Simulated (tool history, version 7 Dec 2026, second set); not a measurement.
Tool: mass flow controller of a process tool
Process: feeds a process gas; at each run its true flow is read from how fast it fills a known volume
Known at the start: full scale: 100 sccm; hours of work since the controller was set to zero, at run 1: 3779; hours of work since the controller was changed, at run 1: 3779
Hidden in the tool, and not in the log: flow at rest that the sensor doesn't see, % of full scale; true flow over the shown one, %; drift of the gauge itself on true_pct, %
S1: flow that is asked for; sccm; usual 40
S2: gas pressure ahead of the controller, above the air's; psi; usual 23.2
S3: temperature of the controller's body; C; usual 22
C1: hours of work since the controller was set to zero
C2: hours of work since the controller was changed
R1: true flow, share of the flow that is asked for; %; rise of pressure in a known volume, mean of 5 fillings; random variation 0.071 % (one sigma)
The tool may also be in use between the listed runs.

run,hour,S1,S2,S3,C1,C2,R1
1,0.0,40,23.2,22,3779,3779,99.82
2,248.4,40,35.1,22,3871,3871,100.16
3,427.6,40,23.2,22,3937,3937,99.95
4,689.9,40,23.2,22,4034,4034,99.98
5,923.4,40,23.2,22,4120,4120,99.94
6,1166.9,40,23.2,22,4210,4210,100.05
7,1435.0,58,39.2,27,4309,4309,99.87
8,1608.4,52,39.2,27,4373,4373,99.83
9,1806.4,52,39.2,27,4446,4446,99.85
10,2006.8,15,39.2,31,4520,4520,99.18
11,2273.1,40,30.7,31,4618,4618,99.40
12,2607.4,40,30.7,31,4741,4741,99.27

Forecast each of these 4 alternatives for the next run:
A,2758.1,11,23.2,26,4797,4797,?
B,2758.1,85,35.5,24,4797,4797,?
C,2758.1,40,21.6,34,4797,4797,?
D,2758.1,40,23.2,23,4797,4797,?

run,R1
A,99.61
B,100.58
C,98.88
D,100.12
Without the tool's hidden state the same runs would have given:
run,R1
A,99.21
B,100.22
C,98.51
D,99.75

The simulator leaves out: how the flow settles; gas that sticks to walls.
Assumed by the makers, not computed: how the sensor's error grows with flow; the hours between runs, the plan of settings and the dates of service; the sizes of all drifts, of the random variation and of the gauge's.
